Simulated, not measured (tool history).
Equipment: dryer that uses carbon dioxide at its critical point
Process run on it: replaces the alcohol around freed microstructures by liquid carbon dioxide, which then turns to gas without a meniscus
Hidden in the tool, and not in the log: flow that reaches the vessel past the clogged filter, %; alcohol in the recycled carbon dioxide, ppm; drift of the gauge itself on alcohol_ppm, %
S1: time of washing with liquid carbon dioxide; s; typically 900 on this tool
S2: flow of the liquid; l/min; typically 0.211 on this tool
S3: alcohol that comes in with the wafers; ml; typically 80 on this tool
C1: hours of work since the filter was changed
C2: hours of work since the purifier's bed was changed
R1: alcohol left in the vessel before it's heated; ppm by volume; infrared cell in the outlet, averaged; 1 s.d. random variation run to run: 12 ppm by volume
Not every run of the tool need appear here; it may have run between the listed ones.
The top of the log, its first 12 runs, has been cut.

run	day	S1	S2	S3	C1	C2	R1
13	8.625	900	0.211	22	204	679	368
14	9.254	900	0.211	22	215	690	368
15	9.879	900	0.211	22	226	701	371
16	10.342	1080	0.211	80	234	709	422
17	11.262	1080	0.211	80	251	726	435
18	11.692	1260	0.211	80	258	733	255
19	12.267	540	0.166	83	268	743	13640
20	13.112	540	0.166	83	283	758	14134
21	13.492	1080	0.181	20	290	765	339
22	14.158	1080	0.181	20	302	777	336
23	14.800	540	0.181	33	313	788	4425
24	15.738	540	0.181	33	330	805	4702
25	16.650	540	0.181	33	346	821	4761
26	17.271	540	0.181	33	357	832	4706
27	17.654	540	0.181	33	364	839	4717
28	18.358	540	0.181	33	376	851	4750
29	18.783	840	0.238	89	384	859	956
30	19.175	780	0.218	101	391	866	2228
31	19.567	780	0.218	101	398	873	2178
32	20.217	780	0.218	101	409	884	2228
33	20.929	840	0.357	95	422	897	250
34	21.779	900	0.211	48	437	912	756
35	22.175	900	0.211	48	444	919	768
36	22.917	720	0.225	43	457	932	1360

Consider 3 possible next runs. They are alternatives, not a sequence: every one starts from the tool as it was left by run 36. What does each give?
A	23.654	900	0.150	39	470	945	?
B	23.654	600	0.254	80	470	945	?
C	23.654	900	0.219	80	470	945	?

run	R1
A	2158
B	2997
C	1009
The same runs, with their run-to-run variation unchanged, on a tool lacking any hidden condition would have given:
run	R1
A	1534
B	2124
C	577
